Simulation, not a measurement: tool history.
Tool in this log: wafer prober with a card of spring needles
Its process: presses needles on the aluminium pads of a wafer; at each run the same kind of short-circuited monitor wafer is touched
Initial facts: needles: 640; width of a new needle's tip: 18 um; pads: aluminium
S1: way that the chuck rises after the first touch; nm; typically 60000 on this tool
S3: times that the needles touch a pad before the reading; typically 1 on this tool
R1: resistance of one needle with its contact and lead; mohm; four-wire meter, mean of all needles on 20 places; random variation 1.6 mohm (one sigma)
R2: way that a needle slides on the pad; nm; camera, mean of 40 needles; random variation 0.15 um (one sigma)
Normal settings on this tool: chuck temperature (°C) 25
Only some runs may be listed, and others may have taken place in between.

Run 1, hour 0: usual settings. Result: R1 180 mohm, R2 13870 nm.
At hour 3.8: tips cleaned on abrasive film.
At hour 8.3: tips cleaned on abrasive film.
At hour 12.4: tips cleaned on abrasive film.
Run 2, hour 13.7: usual settings but chuck temperature (°C) 98. Result: R1 209 mohm, R2 13660 nm.
At hour 16.5: tips cleaned on abrasive film.
At hour 20.7: tips cleaned on abrasive film.
Run 3, hour 20.7: usual settings but chuck temperature (°C) 98. Result: R1 188 mohm, R2 13520 nm.
At hour 25.2: tips cleaned on abrasive film.
At hour 29.9: tips cleaned on abrasive film.
At hour 34.5: tips cleaned on abrasive film.
Run 4, hour 34.5: usual settings but chuck temperature (°C) 98. Result: R1 188 mohm, R2 13460 nm.
At hour 38.7: tips cleaned on abrasive film.
At hour 43.1: tips cleaned on abrasive film.
Run 5, hour 46.2: usual settings but chuck temperature (°C) 98, S3 2. Result: R1 216 mohm, R2 13350 nm.
At hour 47.2: tips cleaned on abrasive film.
At hour 52.1: tips cleaned on abrasive film.
Run 6, hour 54.3: usual settings but chuck temperature (°C) 98, S3 2. Result: R1 205 mohm, R2 13710 nm.
At hour 56.4: tips cleaned on abrasive film.
At hour 60.9: tips cleaned on abrasive film.
At hour 65.9: tips cleaned on abrasive film.
Run 7, hour 67.9: usual settings but chuck temperature (°C) 98, S3 2. Result: R1 204 mohm, R2 13600 nm.
At hour 70.7: tips cleaned on abrasive film.
At hour 75.3: tips cleaned on abrasive film.
Run 8, hour 78.2: usual settings. Result: R1 231 mohm, R2 13610 nm.
At hour 80.3: tips cleaned on abrasive film.
At hour 84.9: tips cleaned on abrasive film.
At hour 89.7: tips cleaned on abrasive film.
At hour 94.3: tips cleaned on abrasive film.
Run 9, hour 94.3: usual settings. Result: R1 173 mohm, R2 13510 nm.
At hour 98.9: tips cleaned on abrasive film.
At hour 103.5: tips cleaned on abrasive film.
Run 10, hour 106.3: usual settings. Result: R1 221 mohm, R2 13420 nm.
At hour 108.4: tips cleaned on abrasive film.
At hour 113: tips cleaned on abrasive film.
At hour 117.5: tips cleaned on abrasive film.
Run 11, hour 117.5: usual settings. Result: R1 172 mohm, R2 13360 nm.
At hour 122.1: tips cleaned on abrasive film.
Run 12, hour 124.8: usual settings. Result: R1 232 mohm, R2 13410 nm.
At hour 126.9: tips cleaned on abrasive film.
At hour 131.6: tips cleaned on abrasive film.
Run 13, hour 131.6: usual settings. Result: R1 171 mohm, R2 13070 nm.
At hour 136: tips cleaned on abrasive film.
At hour 140.8: tips cleaned on abrasive film.
Run 14, hour 141.8: usual settings but S1 41000 nm. Result: R1 248 mohm, R2 8900 nm.
At hour 145.5: tips cleaned on abrasive film.
At hour 150.2: tips cleaned on abrasive film.
Run 15, hour 153.5: usual settings but S1 41000 nm. Result: R1 338 mohm, R2 9000 nm.
At hour 154.5: tips cleaned on abrasive film.
At hour 159.1: tips cleaned on abrasive film.
At hour 163.3: tips cleaned on abrasive film.
At hour 168.1: tips cleaned on abrasive film.
Run 16, hour 170.1: usual settings but S1 75000 nm, chuck temperature (°C) 111. Result: R1 209 mohm, R2 16650 nm.
At hour 173.1: tips cleaned on abrasive film.
At hour 178: tips cleaned on abrasive film.
At hour 182.5: tips cleaned on abrasive film.
Run 17, hour 184.5: usual settings but S1 59000 nm, chuck temperature (°C) 54, S3 2. Result: R1 211 mohm, R2 12840 nm.
At hour 186.5: tips cleaned on abrasive film.
At hour 191.1: tips cleaned on abrasive film.
At hour 195.6: tips cleaned on abrasive film.
Run 18, hour 197.8: usual settings but S1 42000 nm, chuck temperature (°C) 45, S3 2. Result: R1 255 mohm, R2 8860 nm.
At hour 199.9: tips cleaned on abrasive film.
At hour 203.9: tips cleaned on abrasive film.
Run 19, hour 207: usual settings but S1 42000 nm, chuck temperature (°C) 45, S3 2. Result: R1 269 mohm, R2 8620 nm.
At hour 208.8: tips cleaned on abrasive film.
At hour 212.8: tips cleaned on abrasive film.
At hour 217.4: tips cleaned on abrasive film.
Run 20, hour 217.4: usual settings. Result: R1 175 mohm, R2 12830 nm.
At hour 222.1: tips cleaned on abrasive film.
At hour 226.9: tips cleaned on abrasive film.
Run 21, hour 228.4: usual settings but S1 65000 nm. Result: R1 201 mohm, R2 14120 nm.
At hour 231.4: tips cleaned on abrasive film.
At hour 235.7: tips cleaned on abrasive film.
At hour 240.6: tips cleaned on abrasive film.
At hour 244.8: tips cleaned on abrasive film.
Run 22, hour 244.8: usual settings but S1 61000 nm, chuck temperature (°C) 33, S3 3. Result: R1 171 mohm, R2 13310 nm.
At hour 249.7: tips cleaned on abrasive film.
At hour 254.6: tips cleaned on abrasive film.
At hour 259.2: tips cleaned on abrasive film.
Run 23, hour 261.2: usual settings but chuck temperature (°C) 38, S3 3. Result: R1 189 mohm, R2 13230 nm.
At hour 263.3: tips cleaned on abrasive film.
At hour 268.1: tips cleaned on abrasive film.
At hour 272.7: tips cleaned on abrasive film.
Run 24, hour 273.8: usual settings but S1 44000 nm, chuck temperature (°C) 38, S3 3. Result: R1 210 mohm, R2 9110 nm.
At hour 277.5: tips cleaned on abrasive film.
At hour 282.5: tips cleaned on abrasive film.
Run 25, hour 285.3: usual settings but S1 46000 nm, chuck temperature (°C) 51. Result: R1 298 mohm, R2 9830 nm.
At hour 287.4: tips cleaned on abrasive film.
At hour 291.6: tips cleaned on abrasive film.
At hour 296.2: tips cleaned on abrasive film.
Run 26, hour 299: usual settings but S1 46000 nm, chuck temperature (°C) 51. Result: R1 284 mohm, R2 9450 nm.
At hour 300.9: tips cleaned on abrasive film.
At hour 305.5: tips cleaned on abrasive film.
At hour 310.5: tips cleaned on abrasive film.
Run 27, hour 312.7: usual settings but S1 43000 nm, chuck temperature (°C) 32. Result: R1 303 mohm, R2 8730 nm.
At hour 315.4: tips cleaned on abrasive film.
At hour 319.6: tips cleaned on abrasive film.
Run 28, hour 319.6: usual settings but S1 79000 nm, chuck temperature (°C) 76. Result: R1 174 mohm, R2 16940 nm.
At hour 324.2: tips cleaned on abrasive film.
Run 29, hour 326.7: usual settings but S1 44000 nm, chuck temperature (°C) 61, S3 3. Result: R1 237 mohm, R2 8820 nm.
At hour 328.6: tips cleaned on abrasive film.
At hour 333: tips cleaned on abrasive film.
Run 30, hour 336.4: usual settings but S1 61000 nm, chuck temperature (°C) 106, S3 3. Result: R1 212 mohm, R2 12880 nm.

Predict each of these 3 candidate next runs independently; none follows another, all start after run 30:
At hour 337.3: tips cleaned on abrasive film.
At hour 341.4: tips cleaned on abrasive film.
At hour 345.9: tips cleaned on abrasive film.
Run A, hour 346.6: usual settings but S1 61000 nm, chuck temperature (°C) 59. Result: R1 ?, R2 ?.
At hour 337.3: tips cleaned on abrasive film.
At hour 341.4: tips cleaned on abrasive film.
At hour 345.9: tips cleaned on abrasive film.
Run B, hour 346.6: usual settings but S1 71000 nm, chuck temperature (°C) 76, S3 2. Result: R1 ?, R2 ?.
At hour 337.3: tips cleaned on abrasive film.
At hour 341.4: tips cleaned on abrasive film.
At hour 345.9: tips cleaned on abrasive film.
Run C, hour 346.6: usual settings but S1 50000 nm, chuck temperature (°C) 81. Result: R1 ?, R2 ?.

run   R1     R2
  A  195  12690
  B  184  15310
  C  221  10400
With the hidden condition removed and each run's random variation left untouched, the same runs would have given:
run   R1     R2
  A  167  13960
  B  169  16610
  C  180  11690
